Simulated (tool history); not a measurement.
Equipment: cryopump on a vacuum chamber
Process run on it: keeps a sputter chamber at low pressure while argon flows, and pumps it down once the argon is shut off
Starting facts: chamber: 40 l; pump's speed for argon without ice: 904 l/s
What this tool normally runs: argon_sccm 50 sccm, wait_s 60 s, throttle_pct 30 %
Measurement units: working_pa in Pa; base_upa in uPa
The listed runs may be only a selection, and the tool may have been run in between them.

run 1 hour=0 | argon_sccm=50 wait_s=60 throttle_pct=30 | working_pa=0.3203 base_upa=2.24
run 2 hour=56.7 | argon_sccm=48 wait_s=60 throttle_pct=30 | working_pa=0.3068 base_upa=2.22
run 3 hour=107.8 | argon_sccm=48 wait_s=60 throttle_pct=30 | working_pa=0.3112 base_upa=2.23
run 4 hour=146.1 | argon_sccm=50 wait_s=60 throttle_pct=30 | working_pa=0.3228 base_upa=2.25
run 5 hour=182.9 | argon_sccm=50 wait_s=60 throttle_pct=30 | working_pa=0.3239 base_upa=2.17
run 6 hour=240.3 | argon_sccm=50 wait_s=60 throttle_pct=30 | working_pa=0.3252 base_upa=2.23
run 7 hour=302.5 | argon_sccm=50 wait_s=60 throttle_pct=30 | working_pa=0.3286 base_upa=2.28
run 8 hour=334.9 | argon_sccm=41 wait_s=60 throttle_pct=30 | working_pa=0.2686 base_upa=2.2
-- hour=367.2 pump warmed up, emptied and cooled again
run 9 hour=390.9 | argon_sccm=41 wait_s=60 throttle_pct=23 | working_pa=0.3346 base_upa=2.22
run 10 hour=428.3 | argon_sccm=29 wait_s=29 throttle_pct=24 | working_pa=0.2268 base_upa=4.03
run 11 hour=491.8 | argon_sccm=29 wait_s=29 throttle_pct=24 | working_pa=0.227 base_upa=3.99
run 12 hour=543.3 | argon_sccm=29 wait_s=29 throttle_pct=24 | working_pa=0.2295 base_upa=4.13
run 13 hour=575.5 | argon_sccm=28 wait_s=244 throttle_pct=33 | working_pa=0.1615 base_upa=0.91

Here are 4 independent what-if runs from the current tool condition. What would each one return?
run A hour=610.8 | argon_sccm=28 wait_s=244 throttle_pct=43 | working_pa=? base_upa=?
run B hour=610.8 | argon_sccm=76 wait_s=230 throttle_pct=25 | working_pa=? base_upa=?
run C hour=610.8 | argon_sccm=54 wait_s=112 throttle_pct=27 | working_pa=? base_upa=?
run D hour=610.8 | argon_sccm=27 wait_s=63 throttle_pct=24 | working_pa=? base_upa=?

run=A working_pa=0.1242 base_upa=0.94
run=B working_pa=0.5811 base_upa=1.02
run=C working_pa=0.3789 base_upa=1.44
run=D working_pa=0.214 base_upa=2.16
Stripped of hidden state, with their random variation kept, the same runs would have yielded:
run=A working_pa=0.1214 base_upa=0.75
run=B working_pa=0.5735 base_upa=0.83
run=C working_pa=0.3735 base_upa=1.25
run=D working_pa=0.2113 base_upa=1.97

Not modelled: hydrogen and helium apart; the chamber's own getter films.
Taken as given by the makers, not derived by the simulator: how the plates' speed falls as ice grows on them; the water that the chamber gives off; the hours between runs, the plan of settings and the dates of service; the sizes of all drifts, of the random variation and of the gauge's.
